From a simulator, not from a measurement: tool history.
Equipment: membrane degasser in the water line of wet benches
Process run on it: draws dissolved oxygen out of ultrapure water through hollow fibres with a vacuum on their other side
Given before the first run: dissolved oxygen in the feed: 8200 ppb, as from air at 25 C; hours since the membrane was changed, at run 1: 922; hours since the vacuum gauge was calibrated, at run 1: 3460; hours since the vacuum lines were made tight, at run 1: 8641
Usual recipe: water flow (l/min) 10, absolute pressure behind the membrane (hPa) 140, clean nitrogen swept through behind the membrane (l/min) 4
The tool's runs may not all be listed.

run	hour	water flow (l/min)	absolute pressure behind the membrane (hPa)	clean nitrogen swept through behind the membrane (l/min)	hours since the membrane was changed	hours since the vacuum gauge was calibrated	hours since the vacuum lines were made tight	dissolved oxygen in the water behind the degasser (ppb)	pressure that the water loses in the fibres (hPa)
1	0	10	140	4	922	3460	8641	84	466.6
2	30.8	10	154	4	953	3491	8672	93.4	467.3
3	67.1	10	140	4	989	3527	8708	83.7	460.5
4	120.1	10	140	4	1042	3580	8761	82.3	468.3
5	163.7	10	302	4	1086	3624	8805	186.8	467.8
6	201.2	10	302	4	1123	3661	8842	184.4	465.5
7	258.2	6	215	6.62	1180	3718	8899	47.4	279.1
8	298.1	13	212	7.18	1220	3758	8939	109.8	606.8
# hour 302.3: vacuum gauge calibrated
9	345.6	15	152	7.18	1267	43	8986	98.3	700.6
10	395.8	15	169	6.59	1317	93	9037	114.7	697.6
11	424.5	7	115	6.59	1346	122	9065	28.7	325

Results for each run, recomputed without the tool's hidden state and with each run's random variation untouched:
The tool's hidden condition here consists of: membrane still open, %; true pressure behind the membrane over the reading, kPa; air that leaks in behind the membrane, l/min; drift of the gauge itself on oxygen_ppb, %; drift of the gauge itself on loss_of_pressure_kpa, %.
run	dissolved oxygen in the water behind the degasser (ppb)	pressure that the water loses in the fibres (hPa)
1	79.2	465.2
2	88	465.9
3	78.9	459
4	77.5	466.7
5	176.3	466.2
6	174	463.9
7	42.9	278.1
8	104.9	604.4
9	94.1	697.7
10	109.7	694.7
11	26.1	323.6
